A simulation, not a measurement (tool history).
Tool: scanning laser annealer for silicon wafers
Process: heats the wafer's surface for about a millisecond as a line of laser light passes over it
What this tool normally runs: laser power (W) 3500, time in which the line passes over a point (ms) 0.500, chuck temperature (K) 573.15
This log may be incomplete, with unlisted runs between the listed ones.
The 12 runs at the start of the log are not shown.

run     day  laser power (W)  time in which the line passes over a point (ms)  chuck temperature (K)  highest temperature of the surface (K)
 13  14.138             3500                                            0.500                 573.15                                 1270.15
 14  15.042             3500                                            0.500                 553.15                                 1247.15
 15  15.975             3500                                            0.500                 553.15                                 1247.15
 16  17.250             3500                                            0.500                 553.15                                 1248.15
 17  18.475             3500                                            0.500                 553.15                                 1246.15
 18  19.221             3500                                            0.500                 553.15                                 1246.15
 19  20.633             3767                                            0.500                 573.15                                 1323.15
 20  22.125             3500                                            0.560                 573.15                                 1306.15
     22.829  -- optics aligned, line set to its width
 21  23.108             3500                                            0.392                 584.15                                 1208.15
 22  24.792             3500                                            0.392                 584.15                                 1209.15
 23  26.229             3099                                            0.361                 573.15                                 1096.15
 24  27.508             3500                                            0.500                 584.15                                 1291.15
 25  29.017             3274                                            0.500                 573.15                                 1229.15
 26  30.050             3274                                            0.500                 573.15                                 1226.15
 27  30.979             3274                                            0.500                 573.15                                 1230.15
 28  32.042             3274                                            0.500                 573.15                                 1227.15
 29  33.588             3274                                            0.500                 565.15                                 1220.15
 30  34.283             3600                                            0.431                 590.15                                 1263.15
 31  35.229             3567                                            0.539                 573.15                                 1319.15
 32  36.017             3567                                            0.539                 573.15                                 1319.15

Estimate the outcome of run 33 from the log above:
 33  37.250             3500                                            0.618                 562.15                                       ?

Logged for run 33: highest temperature of the surface (K) 1348.15.
Take away the tool's hidden state, keep the run-to-run variation as it was, and the same run would have given highest temperature of the surface (K) 1361.15.

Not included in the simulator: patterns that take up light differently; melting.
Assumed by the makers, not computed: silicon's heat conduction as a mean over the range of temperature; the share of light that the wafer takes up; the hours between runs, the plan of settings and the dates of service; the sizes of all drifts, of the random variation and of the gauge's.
